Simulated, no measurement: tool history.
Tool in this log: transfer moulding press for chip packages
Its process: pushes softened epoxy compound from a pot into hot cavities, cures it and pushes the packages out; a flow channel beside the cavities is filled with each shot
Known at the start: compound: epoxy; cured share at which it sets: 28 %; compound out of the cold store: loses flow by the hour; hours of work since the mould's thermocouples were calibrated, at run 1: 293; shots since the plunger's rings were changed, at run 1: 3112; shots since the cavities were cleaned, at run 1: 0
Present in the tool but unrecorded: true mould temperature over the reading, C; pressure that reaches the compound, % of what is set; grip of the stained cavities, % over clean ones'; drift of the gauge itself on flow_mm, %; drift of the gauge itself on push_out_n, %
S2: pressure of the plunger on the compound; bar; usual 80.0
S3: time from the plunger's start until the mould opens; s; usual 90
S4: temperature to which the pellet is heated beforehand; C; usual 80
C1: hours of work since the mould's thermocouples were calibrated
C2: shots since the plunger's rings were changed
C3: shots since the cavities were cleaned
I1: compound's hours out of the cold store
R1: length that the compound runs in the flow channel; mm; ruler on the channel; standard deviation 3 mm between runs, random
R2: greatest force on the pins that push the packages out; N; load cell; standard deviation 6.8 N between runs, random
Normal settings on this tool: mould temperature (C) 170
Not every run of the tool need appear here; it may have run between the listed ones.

{"run": 1, "hour": 0.0, "mould temperature (C)": 170, "S2": 80.0, "S3": 90, "S4": 80, "C1": 293, "C2": 3112, "C3": 0, "I1": 14.8, "R1": 638, "R2": 265}
{"run": 2, "hour": 21.3, "mould temperature (C)": 170, "S2": 80.0, "S3": 124, "S4": 80, "C1": 304, "C2": 3299, "C3": 187, "I1": 27.6, "R1": 602, "R2": 256}
{"run": 3, "hour": 40.1, "mould temperature (C)": 171, "S2": 80.0, "S3": 124, "S4": 80, "C1": 313, "C2": 3465, "C3": 353, "I1": 20.5, "R1": 618, "R2": 278}
{"run": 4, "hour": 59.3, "mould temperature (C)": 170, "S2": 80.0, "S3": 90, "S4": 80, "C1": 322, "C2": 3633, "C3": 521, "I1": 18.5, "R1": 626, "R2": 394}
{"run": 5, "hour": 79.4, "mould temperature (C)": 172, "S2": 80.0, "S3": 90, "S4": 80, "C1": 332, "C2": 3809, "C3": 697, "I1": 41.3, "R1": 553, "R2": 374}
{"run": 6, "hour": 100.9, "mould temperature (C)": 172, "S2": 80.0, "S3": 90, "S4": 80, "C1": 342, "C2": 3998, "C3": 886, "I1": 42.7, "R1": 546, "R2": 371}
{"hour": 121.9, "done": "plunger's sealing rings changed"}
{"run": 7, "hour": 122.1, "mould temperature (C)": 170, "S2": 80.0, "S3": 90, "S4": 80, "C1": 351, "C2": 1, "C3": 1050, "I1": 31.9, "R1": 626, "R2": 461}
{"hour": 136.4, "done": "cavities cleaned with cleaning compound and waxed"}
{"run": 8, "hour": 148.9, "mould temperature (C)": 170, "S2": 80.0, "S3": 90, "S4": 80, "C1": 363, "C2": 223, "C3": 109, "I1": 37.6, "R1": 608, "R2": 294}
{"run": 9, "hour": 174.6, "mould temperature (C)": 170, "S2": 80.0, "S3": 90, "S4": 80, "C1": 376, "C2": 449, "C3": 335, "I1": 26.2, "R1": 636, "R2": 364}
{"run": 10, "hour": 199.0, "mould temperature (C)": 170, "S2": 80.0, "S3": 90, "S4": 80, "C1": 388, "C2": 663, "C3": 549, "I1": 11.0, "R1": 682, "R2": 410}
{"run": 11, "hour": 222.3, "mould temperature (C)": 170, "S2": 80.0, "S3": 90, "S4": 80, "C1": 399, "C2": 868, "C3": 754, "I1": 28.4, "R1": 630, "R2": 428}
{"run": 12, "hour": 235.7, "mould temperature (C)": 170, "S2": 66.1, "S3": 90, "S4": 80, "C1": 405, "C2": 986, "C3": 872, "I1": 32.2, "R1": 563, "R2": 431}
{"run": 13, "hour": 251.8, "mould temperature (C)": 170, "S2": 66.1, "S3": 90, "S4": 80, "C1": 413, "C2": 1127, "C3": 1013, "I1": 41.4, "R1": 534, "R2": 433}
{"hour": 269.3, "done": "cavities cleaned with cleaning compound and waxed"}
{"run": 14, "hour": 269.3, "mould temperature (C)": 174, "S2": 80.0, "S3": 90, "S4": 80, "C1": 421, "C2": 1268, "C3": 0, "I1": 29.3, "R1": 614, "R2": 241}
{"run": 15, "hour": 290.1, "mould temperature (C)": 168, "S2": 80.0, "S3": 90, "S4": 80, "C1": 431, "C2": 1450, "C3": 182, "I1": 26.8, "R1": 632, "R2": 342}
{"run": 16, "hour": 306.3, "mould temperature (C)": 174, "S2": 72.8, "S3": 90, "S4": 80, "C1": 439, "C2": 1593, "C3": 325, "I1": 44.2, "R1": 543, "R2": 290}
{"run": 17, "hour": 332.3, "mould temperature (C)": 174, "S2": 72.8, "S3": 90, "S4": 80, "C1": 451, "C2": 1821, "C3": 553, "I1": 39.7, "R1": 549, "R2": 333}
{"run": 18, "hour": 353.0, "mould temperature (C)": 170, "S2": 80.0, "S3": 108, "S4": 80, "C1": 461, "C2": 2003, "C3": 735, "I1": 16.5, "R1": 653, "R2": 360}
{"run": 19, "hour": 363.8, "mould temperature (C)": 170, "S2": 70.5, "S3": 90, "S4": 80, "C1": 467, "C2": 2098, "C3": 830, "I1": 27.5, "R1": 579, "R2": 421}
{"run": 20, "hour": 380.9, "mould temperature (C)": 170, "S2": 80.0, "S3": 107, "S4": 89, "C1": 475, "C2": 2248, "C3": 980, "I1": 39.2, "R1": 583, "R2": 374}
{"hour": 403.8, "done": "cavities cleaned with cleaning compound and waxed"}
{"run": 21, "hour": 405.7, "mould temperature (C)": 177, "S2": 93.7, "S3": 107, "S4": 81, "C1": 486, "C2": 2453, "C3": 17, "I1": 46.3, "R1": 593, "R2": 231}
{"run": 22, "hour": 426.4, "mould temperature (C)": 163, "S2": 92.7, "S3": 111, "S4": 71, "C1": 496, "C2": 2634, "C3": 198, "I1": 28.8, "R1": 670, "R2": 327}
{"run": 23, "hour": 445.5, "mould temperature (C)": 163, "S2": 92.7, "S3": 111, "S4": 71, "C1": 505, "C2": 2802, "C3": 366, "I1": 22.1, "R1": 694, "R2": 374}
{"run": 24, "hour": 458.4, "mould temperature (C)": 163, "S2": 92.7, "S3": 82, "S4": 79, "C1": 512, "C2": 2915, "C3": 479, "I1": 32.6, "R1": 664, "R2": 731}
{"run": 25, "hour": 474.1, "mould temperature (C)": 169, "S2": 91.1, "S3": 90, "S4": 70, "C1": 519, "C2": 3053, "C3": 617, "I1": 22.1, "R1": 673, "R2": 440}
{"run": 26, "hour": 492.1, "mould temperature (C)": 169, "S2": 91.1, "S3": 90, "S4": 70, "C1": 528, "C2": 3211, "C3": 775, "I1": 10.9, "R1": 706, "R2": 474}
{"run": 27, "hour": 517.5, "mould temperature (C)": 170, "S2": 80.0, "S3": 91, "S4": 77, "C1": 540, "C2": 3434, "C3": 998, "I1": 12.6, "R1": 650, "R2": 452}
{"hour": 538.3, "done": "cavities cleaned with cleaning compound and waxed"}
{"run": 28, "hour": 545.0, "mould temperature (C)": 164, "S2": 60.5, "S3": 83, "S4": 83, "C1": 553, "C2": 3663, "C3": 59, "I1": 35.2, "R1": 517, "R2": 494}
{"run": 29, "hour": 563.8, "mould temperature (C)": 165, "S2": 62.5, "S3": 87, "S4": 75, "C1": 562, "C2": 3828, "C3": 224, "I1": 21.1, "R1": 557, "R2": 484}

3 ways to go on from here, each from the tool as it stands after run 29. What would each give?
{"run": "A", "hour": 586.2, "mould temperature (C)": 165, "S2": 77.5, "S3": 124, "S4": 75, "C1": 573, "C2": 4024, "C3": 420, "I1": 17.6, "R1": "?", "R2": "?"}
{"run": "B", "hour": 586.2, "mould temperature (C)": 177, "S2": 62.5, "S3": 112, "S4": 75, "C1": 573, "C2": 4024, "C3": 420, "I1": 33.0, "R1": "?", "R2": "?"}
{"run": "C", "hour": 586.2, "mould temperature (C)": 165, "S2": 70.1, "S3": 87, "S4": 75, "C1": 573, "C2": 4024, "C3": 420, "I1": 23.9, "R1": "?", "R2": "?"}

run=A R1=632 R2=318
run=B R1=508 R2=285
run=C R1=580 R2=538
Take away the tool's hidden state, keep each run's random variation, and the runs would have read:
run=A R1=678 R2=240
run=B R1=544 R2=208
run=C R1=622 R2=428
